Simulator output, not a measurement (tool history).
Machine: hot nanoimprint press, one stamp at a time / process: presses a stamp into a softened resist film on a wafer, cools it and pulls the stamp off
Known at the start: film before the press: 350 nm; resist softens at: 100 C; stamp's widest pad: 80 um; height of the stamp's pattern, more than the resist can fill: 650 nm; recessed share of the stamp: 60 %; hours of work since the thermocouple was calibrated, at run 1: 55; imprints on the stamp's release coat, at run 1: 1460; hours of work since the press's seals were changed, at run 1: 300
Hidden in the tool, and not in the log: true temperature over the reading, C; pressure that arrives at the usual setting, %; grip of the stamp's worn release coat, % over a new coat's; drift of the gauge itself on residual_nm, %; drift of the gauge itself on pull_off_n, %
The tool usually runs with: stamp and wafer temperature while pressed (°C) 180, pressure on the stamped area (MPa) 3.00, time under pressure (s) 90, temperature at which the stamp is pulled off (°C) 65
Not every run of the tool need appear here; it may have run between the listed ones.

run	hour	stamp and wafer temperature while pressed (°C)	pressure on the stamped area (MPa)	time under pressure (s)	temperature at which the stamp is pulled off (°C)	hours of work since the thermocouple was calibrated	imprints on the stamp's release coat	hours of work since the press's seals were changed	resist left under the stamp's widest pad (nm)	greatest force while the stamp is pulled off (N)
1	0.0	180	3.00	90	65	55	1460	300	142.0	276
2	16.4	180	3.00	90	65	63	1496	307	142.2	265
3	36.8	180	3.00	90	65	72	1540	316	141.3	276
4	58.7	180	3.50	90	65	81	1587	326	129.5	282
5	77.1	180	3.50	90	65	90	1626	334	129.1	280
6	106.4	180	3.50	90	65	102	1689	347	130.2	276
# hour 132.1: stamp cleaned and given a new release coat
7	134.7	180	3.50	90	65	112	5	356	130.1	183
8	165.8	180	3.50	90	65	126	72	370	130.1	195
9	189.2	180	3.00	90	68	136	123	380	141.8	193
10	205.6	180	3.00	90	68	144	158	388	141.1	189
11	229.7	180	3.00	90	65	154	210	398	140.0	197
12	258.3	180	3.00	90	65	167	271	411	139.9	196
13	273.7	180	3.00	90	65	174	304	418	140.8	210
14	303.6	180	3.00	90	65	187	369	431	140.5	206
15	339.3	180	3.00	90	65	203	446	447	141.5	207
16	359.0	180	2.71	90	63	211	488	455	149.1	225
17	386.3	181	2.71	90	63	223	547	467	144.5	229
# hour 392.1: plate thermocouple calibrated
18	419.3	180	4.06	56	52	12	611	481	137.9	260
19	450.2	180	4.06	56	52	26	678	494	138.1	255
20	466.9	180	3.38	90	65	33	714	502	130.2	225
21	496.9	175	3.51	58	57	46	778	515	175.8	247
22	515.8	180	3.00	71	65	55	819	523	151.4	231
# hour 544.9: plate thermocouple calibrated, once more
23	552.9	181	2.40	54	53	4	892	538	183.5	263
24	582.5	181	2.40	54	53	17	956	551	183.0	272
25	610.4	181	2.40	54	53	29	1016	564	184.7	281
26	626.6	180	3.00	75	65	36	1051	571	151.5	235
27	651.0	180	4.10	90	56	47	1103	582	120.3	282
28	672.7	173	4.54	175	52	56	1150	591	116.8	292
29	710.2	173	4.54	178	52	73	1231	608	117.3	297
30	738.5	173	4.54	178	52	85	1292	620	116.9	302

4 ways to go on from here, each from the tool as it stands after run 30. What would each give?
A	767.7	179	3.79	92	65	98	1355	633	?	?
B	767.7	183	4.54	118	53	98	1355	633	?	?
C	767.7	173	1.82	178	52	98	1355	633	?	?
D	767.7	180	3.00	90	54	98	1355	633	?	?

run	resist left under the stamp's widest pad (nm)	greatest force while the stamp is pulled off (N)
A	129.9	249
B	92.3	305
C	191.0	298
D	143.0	305
Without the tool's unlogged condition, the same runs would have read:
run	resist left under the stamp's widest pad (nm)	greatest force while the stamp is pulled off (N)
A	126.7	178
B	89.2	218
C	190.0	213
D	140.5	217
